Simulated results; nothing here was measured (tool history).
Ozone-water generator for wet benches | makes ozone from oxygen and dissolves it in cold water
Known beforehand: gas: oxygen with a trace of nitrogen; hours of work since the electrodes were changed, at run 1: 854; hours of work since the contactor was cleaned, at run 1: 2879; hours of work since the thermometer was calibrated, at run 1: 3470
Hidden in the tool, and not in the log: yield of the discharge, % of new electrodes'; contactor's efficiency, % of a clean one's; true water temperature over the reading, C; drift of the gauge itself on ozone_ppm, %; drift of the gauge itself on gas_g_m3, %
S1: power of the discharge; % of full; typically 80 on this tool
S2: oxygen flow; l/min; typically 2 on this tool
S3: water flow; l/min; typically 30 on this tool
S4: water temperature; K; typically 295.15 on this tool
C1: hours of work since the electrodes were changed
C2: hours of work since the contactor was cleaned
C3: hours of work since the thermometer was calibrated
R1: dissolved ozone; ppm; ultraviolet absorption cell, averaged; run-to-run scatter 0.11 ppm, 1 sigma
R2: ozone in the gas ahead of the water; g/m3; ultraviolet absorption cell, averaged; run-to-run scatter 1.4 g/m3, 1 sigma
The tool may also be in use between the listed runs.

Run 1, day 0: usual settings; C1 854; C2 2879; C3 3470. Result: R1 9.1 ppm, R2 269.5 g/m3.
Run 2, day 1.012: usual settings but S4 298.15 K; C1 870; C2 2896; C3 3487. Result: R1 8.7 ppm, R2 271.7 g/m3.
Run 3, day 1.842: usual settings but S4 293.15 K; C1 884; C2 2909; C3 3500. Result: R1 9.2 ppm, R2 270.5 g/m3.
Run 4, day 2.629: usual settings but S4 293.15 K; C1 897; C2 2922; C3 3513. Result: R1 9.1 ppm, R2 269.8 g/m3.
Run 5, day 4.146: usual settings but S3 22 l/min, S4 293.15 K; C1 922; C2 2947; C3 3538. Result: R1 12.9 ppm, R2 271.8 g/m3.
Run 6, day 5.046: usual settings but S2 2.72 l/min, S3 22 l/min, S4 293.15 K; C1 937; C2 2962; C3 3553. Result: R1 14 ppm, R2 234.7 g/m3.
Run 7, day 5.875: usual settings; C1 950; C2 2976; C3 3566. Result: R1 8.9 ppm, R2 271.2 g/m3.
Run 8, day 7.096: usual settings; C1 970; C2 2996; C3 3586. Result: R1 9 ppm, R2 271 g/m3.
Run 9, day 8.979: usual settings; C1 1001; C2 3027; C3 3617. Result: R1 9.1 ppm, R2 271.8 g/m3.
Run 10, day 10.758: usual settings; C1 1031; C2 3056; C3 3647. Result: R1 8.8 ppm, R2 268.9 g/m3.
Run 11, day 12.583: usual settings; C1 1060; C2 3086; C3 3677. Result: R1 9.1 ppm, R2 269.8 g/m3.
Run 12, day 14.354: usual settings; C1 1090; C2 3115; C3 3706. Result: R1 9.3 ppm, R2 270.9 g/m3.
Run 13, day 16.2: usual settings but S1 48 % of full; C1 1120; C2 3145; C3 3736. Result: R1 6.2 ppm, R2 185.1 g/m3.
Run 14, day 17.229: usual settings but S1 48 % of full; C1 1137; C2 3162; C3 3753. Result: R1 6.1 ppm, R2 185.5 g/m3.
Run 15, day 18.417: usual settings but S1 48 % of full, S2 1.61 l/min, S3 44 l/min; C1 1156; C2 3182; C3 3772. Result: R1 3.5 ppm, R2 204.4 g/m3.
Run 16, day 19.646: usual settings but S1 48 % of full, S2 1.01 l/min, S3 24 l/min; C1 1177; C2 3202; C3 3793. Result: R1 6.1 ppm, R2 249.6 g/m3.
Run 17, day 20.592: usual settings but S1 48 % of full, S2 1.01 l/min, S3 24 l/min; C1 1192; C2 3217; C3 3808. Result: R1 6.2 ppm, R2 248.9 g/m3.
Run 18, day 21.75: usual settings but S4 297.15 K; C1 1211; C2 3236; C3 3827. Result: R1 9.2 ppm, R2 272.8 g/m3.

Run 19 comes next. What will it give?
Run 19, day 23.15: usual settings but S4 297.15 K; C1 1234; C2 3259; C3 3850. Result: R1 ?, R2 ?.

R1: 8.8 ppm
R2: 269.6 g/m3
Take away the tool's hidden state, keep the run-to-run variation as it was, and the same run would have given R1 8.8 ppm, R2 269.7 g/m3.

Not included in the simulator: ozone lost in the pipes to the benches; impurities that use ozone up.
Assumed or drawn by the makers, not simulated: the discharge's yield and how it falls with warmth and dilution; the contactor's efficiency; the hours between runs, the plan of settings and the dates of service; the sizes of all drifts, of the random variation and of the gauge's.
